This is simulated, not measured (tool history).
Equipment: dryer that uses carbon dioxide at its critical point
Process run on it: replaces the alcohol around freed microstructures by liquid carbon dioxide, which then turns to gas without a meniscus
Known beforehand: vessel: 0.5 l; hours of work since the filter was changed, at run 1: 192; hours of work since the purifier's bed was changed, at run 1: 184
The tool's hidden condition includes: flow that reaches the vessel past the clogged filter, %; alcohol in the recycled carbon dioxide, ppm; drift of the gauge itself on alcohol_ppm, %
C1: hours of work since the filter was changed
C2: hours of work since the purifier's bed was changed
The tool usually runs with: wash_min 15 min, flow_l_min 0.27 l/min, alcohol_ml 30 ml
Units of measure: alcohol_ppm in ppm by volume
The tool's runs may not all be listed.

run 1 day=0 | wash_min=15 flow_l_min=0.27 alcohol_ml=30 | C1=192 C2=184 | alcohol_ppm=68
run 2 day=0.362 | wash_min=15 flow_l_min=0.27 alcohol_ml=30 | C1=198 C2=189 | alcohol_ppm=61
-- day=0.462 inlet filter changed
run 3 day=0.788 | wash_min=15 flow_l_min=0.194 alcohol_ml=30 | C1=5 C2=195 | alcohol_ppm=301
run 4 day=1.392 | wash_min=15 flow_l_min=0.27 alcohol_ml=30 | C1=14 C2=204 | alcohol_ppm=40
run 5 day=1.971 | wash_min=15 flow_l_min=0.27 alcohol_ml=30 | C1=23 C2=213 | alcohol_ppm=34
run 6 day=2.442 | wash_min=15 flow_l_min=0.27 alcohol_ml=30 | C1=30 C2=220 | alcohol_ppm=45
run 7 day=2.829 | wash_min=15 flow_l_min=0.27 alcohol_ml=30 | C1=36 C2=226 | alcohol_ppm=52
run 8 day=3.254 | wash_min=15 flow_l_min=0.206 alcohol_ml=30 | C1=43 C2=233 | alcohol_ppm=231
run 9 day=3.558 | wash_min=15 flow_l_min=0.206 alcohol_ml=30 | C1=48 C2=238 | alcohol_ppm=224
run 10 day=4.029 | wash_min=15 flow_l_min=0.291 alcohol_ml=30 | C1=55 C2=245 | alcohol_ppm=46
run 11 day=4.288 | wash_min=15 flow_l_min=0.27 alcohol_ml=30 | C1=59 C2=249 | alcohol_ppm=49
run 12 day=4.7 | wash_min=15 flow_l_min=0.27 alcohol_ml=30 | C1=65 C2=255 | alcohol_ppm=61
run 13 day=5.271 | wash_min=15 flow_l_min=0.27 alcohol_ml=30 | C1=74 C2=264 | alcohol_ppm=42
run 14 day=5.538 | wash_min=15 flow_l_min=0.27 alcohol_ml=30 | C1=78 C2=268 | alcohol_ppm=52
run 15 day=6.138 | wash_min=15 flow_l_min=0.27 alcohol_ml=30 | C1=87 C2=277 | alcohol_ppm=45
run 16 day=6.433 | wash_min=15 flow_l_min=0.27 alcohol_ml=30 | C1=92 C2=282 | alcohol_ppm=55
run 17 day=6.688 | wash_min=19 flow_l_min=0.252 alcohol_ml=30 | C1=96 C2=286 | alcohol_ppm=33
run 18 day=7.225 | wash_min=19 flow_l_min=0.252 alcohol_ml=30 | C1=104 C2=294 | alcohol_ppm=34
run 19 day=7.762 | wash_min=15 flow_l_min=0.349 alcohol_ml=30 | C1=112 C2=302 | alcohol_ppm=34
run 20 day=8.088 | wash_min=15 flow_l_min=0.349 alcohol_ml=30 | C1=117 C2=307 | alcohol_ppm=31
run 21 day=8.538 | wash_min=15 flow_l_min=0.27 alcohol_ml=24 | C1=124 C2=314 | alcohol_ppm=49
run 22 day=8.996 | wash_min=15 flow_l_min=0.27 alcohol_ml=24 | C1=131 C2=321 | alcohol_ppm=64
run 23 day=9.396 | wash_min=15 flow_l_min=0.258 alcohol_ml=110 | C1=137 C2=327 | alcohol_ppm=224
run 24 day=9.8 | wash_min=15 flow_l_min=0.27 alcohol_ml=33 | C1=143 C2=333 | alcohol_ppm=81
run 25 day=10.208 | wash_min=13 flow_l_min=0.171 alcohol_ml=31 | C1=150 C2=340 | alcohol_ppm=1268
run 26 day=10.654 | wash_min=13 flow_l_min=0.171 alcohol_ml=31 | C1=156 C2=346 | alcohol_ppm=1300
run 27 day=11.062 | wash_min=13 flow_l_min=0.171 alcohol_ml=50 | C1=163 C2=353 | alcohol_ppm=2094
run 28 day=11.542 | wash_min=16 flow_l_min=0.177 alcohol_ml=56 | C1=170 C2=360 | alcohol_ppm=847
run 29 day=11.908 | wash_min=15 flow_l_min=0.379 alcohol_ml=30 | C1=176 C2=366 | alcohol_ppm=41

Across each entry between runs, compare the hidden state at the last listed run before it with the hidden state at the first listed run after it:
In the gap between runs 2 and 3: inlet filter changed (day 0.462)
  flow that reaches the vessel past the clogged filter, %: 93.2 -> 99.7; alcohol in the recycled carbon dioxide, ppm: 18.4 -> 18.9
  difference, measured minus the result without the unlogged condition, alcohol_ppm: +32 -> +19 ppm by volume

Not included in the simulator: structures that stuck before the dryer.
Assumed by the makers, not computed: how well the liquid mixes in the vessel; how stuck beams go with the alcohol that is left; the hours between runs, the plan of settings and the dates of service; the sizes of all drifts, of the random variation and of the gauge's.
